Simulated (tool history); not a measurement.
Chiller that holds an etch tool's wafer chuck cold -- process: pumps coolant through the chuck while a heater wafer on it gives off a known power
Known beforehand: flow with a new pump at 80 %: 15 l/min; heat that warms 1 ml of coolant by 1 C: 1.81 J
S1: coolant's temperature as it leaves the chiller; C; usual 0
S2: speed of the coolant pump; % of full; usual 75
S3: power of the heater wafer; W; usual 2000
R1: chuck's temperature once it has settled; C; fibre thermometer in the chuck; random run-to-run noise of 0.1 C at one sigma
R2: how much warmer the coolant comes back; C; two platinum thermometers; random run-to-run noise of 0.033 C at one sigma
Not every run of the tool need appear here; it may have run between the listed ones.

| run | hour | S1 | S2 | S3 | R1 | R2 |
|---|---|---|---|---|---|---|
| 1 | 0.0 | 0 | 75 | 2000 | 14.3 | 5.44 |
| 2 | 65.3 | 0 | 75 | 2000 | 14.5 | 5.46 |
| 3 | 102.8 | 0 | 75 | 2000 | 14.4 | 5.42 |
| 4 | 168.8 | 0 | 75 | 2000 | 14.5 | 5.47 |
| 5 | 227.1 | 0 | 75 | 2000 | 14.5 | 5.51 |
| 6 | 296.4 | 0 | 75 | 2000 | 14.7 | 5.52 |
| 7 | 352.4 | 0 | 65 | 2000 | 16.1 | 6.46 |
| 8 | 411.7 | -6 | 75 | 2000 | 8.6 | 5.54 |
| 9 | 481.4 | 0 | 75 | 1332 | 9.5 | 3.78 |
| 10 | 533.4 | 0 | 75 | 2000 | 14.7 | 5.61 |
| 11 | 598.9 | 0 | 75 | 2000 | 14.8 | 5.56 |
| 12 | 665.5 | 0 | 75 | 1010 | 7.3 | 2.81 |
| 13 | 727.8 | 0 | 75 | 1010 | 7.1 | 2.85 |
| 14 | 790.6 | 0 | 75 | 1523 | 11.3 | 4.38 |
|  | 796.9 | chiller's thermometer calibrated |
| 15 | 832.9 | 0 | 75 | 1523 | 10.8 | 4.30 |
|  | 847.8 | coolant pump overhauled |
| 16 | 887.8 | 0 | 75 | 1523 | 9.8 | 3.61 |
| 17 | 938.3 | 0 | 75 | 2643 | 18.0 | 6.29 |
| 18 | 980.2 | 0 | 75 | 2643 | 18.1 | 6.38 |
| 19 | 1026.2 | 8 | 95 | 2000 | 19.5 | 3.77 |
| 20 | 1063.6 | 0 | 97 | 1761 | 9.7 | 3.18 |
| 21 | 1130.5 | -3 | 97 | 1626 | 5.9 | 2.95 |
|  | 1191.8 | chiller's thermometer calibrated, once more |
| 22 | 1196.0 | 0 | 88 | 2115 | 14.1 | 4.28 |
| 23 | 1265.8 | 0 | 88 | 2115 | 14.2 | 4.28 |
| 24 | 1319.2 | -4 | 77 | 2000 | 10.8 | 4.67 |
| 25 | 1359.2 | -1 | 68 | 1346 | 9.4 | 3.67 |
| 26 | 1403.6 | -5 | 83 | 2000 | 9.1 | 4.33 |
| 27 | 1439.0 | -5 | 83 | 2000 | 9.2 | 4.40 |
| 28 | 1507.5 | 7 | 75 | 1373 | 17.3 | 3.38 |
| 29 | 1552.6 | 7 | 75 | 1373 | 17.3 | 3.38 |
| 30 | 1592.9 | -8 | 91 | 2000 | 5.6 | 4.00 |
| 31 | 1637.0 | 1 | 89 | 2000 | 14.5 | 4.09 |
| 32 | 1690.4 | 0 | 73 | 2000 | 15.5 | 5.08 |
| 33 | 1723.3 | 0 | 93 | 2000 | 13.4 | 3.91 |

Branching from run 33: 3 alternative next runs. What would each branch give?
| A | 1755.1 | -5 | 93 | 1720 | ? | ? |
| B | 1755.1 | 4 | 99 | 1707 | ? | ? |
| C | 1755.1 | -4 | 94 | 1228 | ? | ? |

| run | R1 | R2 |
|---|---|---|
| A | 6.6 | 3.38 |
| B | 15.2 | 3.12 |
| C | 4.2 | 2.37 |
Take away the tool's hidden state, keep each run's random variation, and the runs would have read:
| run | R1 | R2 |
|---|---|---|
| A | 4.9 | 3.24 |
| B | 13.6 | 2.98 |
| C | 3.1 | 2.26 |
